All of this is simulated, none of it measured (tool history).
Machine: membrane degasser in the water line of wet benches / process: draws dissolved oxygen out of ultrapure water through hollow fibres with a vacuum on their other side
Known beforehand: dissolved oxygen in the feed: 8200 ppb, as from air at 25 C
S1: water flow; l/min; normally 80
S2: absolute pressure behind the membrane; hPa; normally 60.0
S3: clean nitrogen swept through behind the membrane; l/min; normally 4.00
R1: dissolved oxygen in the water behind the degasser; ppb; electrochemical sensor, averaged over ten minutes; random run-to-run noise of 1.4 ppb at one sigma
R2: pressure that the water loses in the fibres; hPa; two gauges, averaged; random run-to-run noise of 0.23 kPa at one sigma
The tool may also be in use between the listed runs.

{"run": 1, "day": 0.0, "S1": 80, "S2": 60.0, "S3": 4.0, "R1": 144.3, "R2": 589.1}
{"run": 2, "day": 5.567, "S1": 80, "S2": 60.0, "S3": 4.0, "R1": 144.4, "R2": 584.0}
{"run": 3, "day": 13.933, "S1": 80, "S2": 60.0, "S3": 4.0, "R1": 144.1, "R2": 591.6}
{"run": 4, "day": 20.088, "S1": 80, "S2": 60.0, "S3": 4.0, "R1": 148.6, "R2": 587.1}
{"run": 5, "day": 25.058, "S1": 80, "S2": 60.0, "S3": 4.0, "R1": 144.9, "R2": 588.4}
{"run": 6, "day": 32.246, "S1": 80, "S2": 60.0, "S3": 4.0, "R1": 145.8, "R2": 585.3}
{"run": 7, "day": 40.954, "S1": 80, "S2": 60.0, "S3": 4.0, "R1": 145.1, "R2": 589.7}
{"run": 8, "day": 45.062, "S1": 80, "S2": 60.0, "S3": 4.0, "R1": 147.8, "R2": 586.9}
{"run": 9, "day": 50.546, "S1": 80, "S2": 60.0, "S3": 4.0, "R1": 150.7, "R2": 591.7}
{"run": 10, "day": 59.008, "S1": 80, "S2": 60.0, "S3": 4.0, "R1": 149.4, "R2": 587.4}
{"run": 11, "day": 65.562, "S1": 80, "S2": 60.0, "S3": 4.0, "R1": 147.1, "R2": 591.7}
{"run": 12, "day": 73.442, "S1": 80, "S2": 60.0, "S3": 4.0, "R1": 147.1, "R2": 591.0}
{"day": 74.133, "done": "vacuum gauge calibrated"}
{"run": 13, "day": 79.283, "S1": 80, "S2": 81.7, "S3": 4.0, "R1": 250.5, "R2": 588.4}
{"run": 14, "day": 83.6, "S1": 80, "S2": 81.7, "S3": 4.0, "R1": 252.7, "R2": 589.2}
{"run": 15, "day": 87.85, "S1": 120, "S2": 81.7, "S3": 4.0, "R1": 371.3, "R2": 884.7}
{"run": 16, "day": 93.233, "S1": 80, "S2": 124.5, "S3": 4.0, "R1": 426.0, "R2": 589.8}
{"run": 17, "day": 98.842, "S1": 80, "S2": 124.5, "S3": 4.0, "R1": 421.7, "R2": 584.6}
{"day": 99.567, "done": "vacuum gauge calibrated, once more"}
{"run": 18, "day": 107.138, "S1": 80, "S2": 124.5, "S3": 1.64, "R1": 812.4, "R2": 588.9}
{"run": 19, "day": 115.15, "S1": 80, "S2": 124.5, "S3": 3.38, "R1": 470.0, "R2": 589.7}
{"run": 20, "day": 121.308, "S1": 80, "S2": 124.5, "S3": 3.38, "R1": 462.4, "R2": 588.6}
{"run": 21, "day": 129.45, "S1": 116, "S2": 124.5, "S3": 3.35, "R1": 646.4, "R2": 857.6}
{"run": 22, "day": 135.017, "S1": 59, "S2": 58.6, "S3": 8.77, "R1": 47.5, "R2": 439.1}
{"run": 23, "day": 141.95, "S1": 59, "S2": 58.6, "S3": 8.77, "R1": 47.1, "R2": 437.0}
{"run": 24, "day": 146.142, "S1": 80, "S2": 101.7, "S3": 8.82, "R1": 155.5, "R2": 592.8}

The next listed run, before its measurement:
{"run": 25, "day": 152.183, "S1": 126, "S2": 65.6, "S3": 2.45, "R1": "?", "R2": "?"}

R1: 355.6 ppb
R2: 939.8 hPa
With no hidden state in the tool, this same run would have given R1 346.8 ppb, R2 915.9 hPa.

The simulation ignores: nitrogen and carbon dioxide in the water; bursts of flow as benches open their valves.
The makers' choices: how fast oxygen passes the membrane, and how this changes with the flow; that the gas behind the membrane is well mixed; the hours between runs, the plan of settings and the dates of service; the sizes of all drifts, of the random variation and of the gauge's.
